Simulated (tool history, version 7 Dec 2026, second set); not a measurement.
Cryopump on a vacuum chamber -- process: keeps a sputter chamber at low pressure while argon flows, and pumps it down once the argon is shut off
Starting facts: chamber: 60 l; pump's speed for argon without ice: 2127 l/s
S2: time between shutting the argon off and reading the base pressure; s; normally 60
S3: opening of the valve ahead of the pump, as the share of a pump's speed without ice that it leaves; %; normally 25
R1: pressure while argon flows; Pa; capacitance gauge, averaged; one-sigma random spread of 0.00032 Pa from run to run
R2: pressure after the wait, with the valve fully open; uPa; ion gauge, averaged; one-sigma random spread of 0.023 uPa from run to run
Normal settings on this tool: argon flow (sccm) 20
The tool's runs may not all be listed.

run 1 hour=0 | argon_flow_(sccm)=20 S2=60 S3=25 | R1=0.064 R2=1.83
run 2 hour=24.1 | argon_flow_(sccm)=14 S2=60 S3=25 | R1=0.0443 R2=1.83
run 3 hour=66.3 | argon_flow_(sccm)=33 S2=60 S3=25 | R1=0.1057 R2=1.86
-- hour=83.7 leaking fittings of the chamber tightened, without venting
run 4 hour=107.8 | argon_flow_(sccm)=33 S2=60 S3=25 | R1=0.1054 R2=0.81
run 5 hour=150.4 | argon_flow_(sccm)=33 S2=60 S3=25 | R1=0.1063 R2=0.83
run 6 hour=180 | argon_flow_(sccm)=33 S2=60 S3=25 | R1=0.1059 R2=0.87
run 7 hour=222 | argon_flow_(sccm)=33 S2=158 S3=25 | R1=0.1063 R2=0.46
run 8 hour=266.1 | argon_flow_(sccm)=33 S2=158 S3=25 | R1=0.1058 R2=0.5
run 9 hour=287.9 | argon_flow_(sccm)=33 S2=158 S3=25 | R1=0.1063 R2=0.5
run 10 hour=329.7 | argon_flow_(sccm)=33 S2=158 S3=25 | R1=0.1067 R2=0.56
run 11 hour=351.1 | argon_flow_(sccm)=20 S2=60 S3=25 | R1=0.065 R2=0.96
run 12 hour=381.9 | argon_flow_(sccm)=38 S2=60 S3=25 | R1=0.1228 R2=0.93
run 13 hour=413.1 | argon_flow_(sccm)=15 S2=21 S3=19 | R1=0.0636 R2=2.09
run 14 hour=455 | argon_flow_(sccm)=28 S2=105 S3=19 | R1=0.1192 R2=0.74
run 15 hour=482.6 | argon_flow_(sccm)=28 S2=105 S3=19 | R1=0.1202 R2=0.76
run 16 hour=519.8 | argon_flow_(sccm)=20 S2=111 S3=44 | R1=0.0379 R2=0.76
run 17 hour=541.1 | argon_flow_(sccm)=20 S2=111 S3=44 | R1=0.0378 R2=0.77
run 18 hour=566.3 | argon_flow_(sccm)=13 S2=111 S3=44 | R1=0.0245 R2=0.74
run 19 hour=590.8 | argon_flow_(sccm)=13 S2=111 S3=44 | R1=0.0244 R2=0.77
run 20 hour=631.9 | argon_flow_(sccm)=13 S2=111 S3=44 | R1=0.0247 R2=0.82
run 21 hour=675.5 | argon_flow_(sccm)=13 S2=111 S3=44 | R1=0.0249 R2=0.89
run 22 hour=704.4 | argon_flow_(sccm)=13 S2=111 S3=44 | R1=0.0248 R2=0.86
run 23 hour=736.3 | argon_flow_(sccm)=13 S2=111 S3=44 | R1=0.0251 R2=0.88
run 24 hour=769.2 | argon_flow_(sccm)=13 S2=111 S3=44 | R1=0.0252 R2=0.88

Consider 5 possible next runs. They are alternatives, not a sequence: every one starts from the tool as it was left by run 24. What does each give?
-- hour=784.6 pump warmed up, emptied and cooled again
run A hour=817.4 | argon_flow_(sccm)=22 S2=53 S3=49 | R1=? R2=?
-- hour=784.6 pump warmed up, emptied and cooled again
run B hour=817.4 | argon_flow_(sccm)=20 S2=111 S3=44 | R1=? R2=?
-- hour=784.6 pump warmed up, emptied and cooled again
run C hour=817.4 | argon_flow_(sccm)=20 S2=60 S3=22 | R1=? R2=?
-- hour=784.6 pump warmed up, emptied and cooled again
run D hour=817.4 | argon_flow_(sccm)=10 S2=271 S3=39 | R1=? R2=?
-- hour=784.6 pump warmed up, emptied and cooled again
run E hour=817.4 | argon_flow_(sccm)=25 S2=20 S3=25 | R1=? R2=?

run=A R1=0.0356 R2=1.28
run=B R1=0.0361 R2=0.87
run=C R1=0.0723 R2=1.18
run=D R1=0.0209 R2=0.65
run=E R1=0.08 R2=2.39
Had the tool no hidden state, the same runs would have come out as:
run=A R1=0.0354 R2=0.87
run=B R1=0.0358 R2=0.48
run=C R1=0.072 R2=0.78
run=D R1=0.0208 R2=0.26
run=E R1=0.0797 R2=2
